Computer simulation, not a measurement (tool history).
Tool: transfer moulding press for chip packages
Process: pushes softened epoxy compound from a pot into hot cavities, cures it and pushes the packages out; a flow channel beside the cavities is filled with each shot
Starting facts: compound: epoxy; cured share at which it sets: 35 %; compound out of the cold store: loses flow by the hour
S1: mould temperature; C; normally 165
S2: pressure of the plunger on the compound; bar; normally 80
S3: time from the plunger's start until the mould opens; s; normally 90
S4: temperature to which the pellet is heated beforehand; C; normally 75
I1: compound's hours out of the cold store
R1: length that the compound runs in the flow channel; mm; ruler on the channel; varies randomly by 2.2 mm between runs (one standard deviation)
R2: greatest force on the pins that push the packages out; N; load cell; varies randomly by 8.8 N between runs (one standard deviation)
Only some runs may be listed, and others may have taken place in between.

run	hour	S1	S2	S3	S4	I1	R1	R2
1	0	165	80	90	75	33.5	530	637
# hour 5.4: cavities cleaned with cleaning compound and waxed
2	10.2	165	80	90	75	32.8	533	458
3	20.3	165	80	90	75	23.7	561	574
4	25.9	165	80	90	75	30	541	609
5	35.1	165	80	90	75	31	537	635
# hour 41.5: plunger's sealing rings changed
# hour 44.4: cavities cleaned with cleaning compound and waxed
6	46.5	165	80	90	75	40.5	520	423
7	56.6	165	80	90	75	13.1	617	577
8	62.1	165	80	90	75	36.4	532	592
9	69.7	165	80	90	75	29.3	555	672
10	74.9	165	80	90	75	34.9	537	658
# hour 81.3: cavities cleaned with cleaning compound and waxed
11	84	165	80	90	75	16.3	607	442
12	89.8	165	80	90	75	27.6	565	508
13	96.7	165	80	90	75	45.3	502	537
14	101	165	80	90	75	42.7	514	603
15	110.9	165	80	90	75	31.1	547	671
16	115.3	168	69.5	102	65	14.9	557	602
# hour 117.8: cavities cleaned with cleaning compound and waxed
17	122.2	169	66.7	102	65	25.4	508	414
18	128.1	169	67.8	83	65	36.2	475	523
19	135.6	169	67.8	83	65	8.4	568	581
20	140.4	169	67.8	83	65	41.4	458	597
21	146.6	169	67.8	83	65	27.4	502	634
22	151.4	169	67.8	83	65	31.6	489	654
# hour 154.5: cavities cleaned with cleaning compound and waxed
23	159.4	165	96.8	90	75	35.5	582	467
24	164.6	165	67.1	90	83	46	454	497
25	169.6	164	62.1	87	75	20.5	511	631
26	176.6	164	62.1	87	75	42.5	442	632
27	183.9	164	66	90	82	25.6	513	682
# hour 191.1: cavities cleaned with cleaning compound and waxed
28	195.1	164	66	90	82	43.4	454	455
29	203.7	164	66	90	82	29.2	495	569

Pick out some run-to-run changes in R1. Of each, how much would a tool without hidden state show as well, from the settings, what came in and chance, and how much is left for the hidden state and any gauge scatter not in both results compared?
Hidden state at play: true mould temperature over the reading, C; pressure that reaches the compound, % of what is set; grip of the stained cavities, % over clean ones'; drift of the gauge itself on flow_mm, %; drift of the gauge itself on push_out_n, %.
Run 5 -> 6: plunger's sealing rings changed, cavities cleaned with cleaning compound and waxed. R1 -17 mm: hidden state +17, all else -34.
Run 18 -> 19: no setting changed, nothing entered. R1 +93 mm: hidden state -3, all else +96.
Run 19 -> 20: no setting changed, nothing entered. R1 -110 mm: hidden state +2, all else -112.
Run 23 -> 24: S2 96.8 -> 67.1, S4 75 -> 83. R1 -128 mm: hidden state +3, all else -131.

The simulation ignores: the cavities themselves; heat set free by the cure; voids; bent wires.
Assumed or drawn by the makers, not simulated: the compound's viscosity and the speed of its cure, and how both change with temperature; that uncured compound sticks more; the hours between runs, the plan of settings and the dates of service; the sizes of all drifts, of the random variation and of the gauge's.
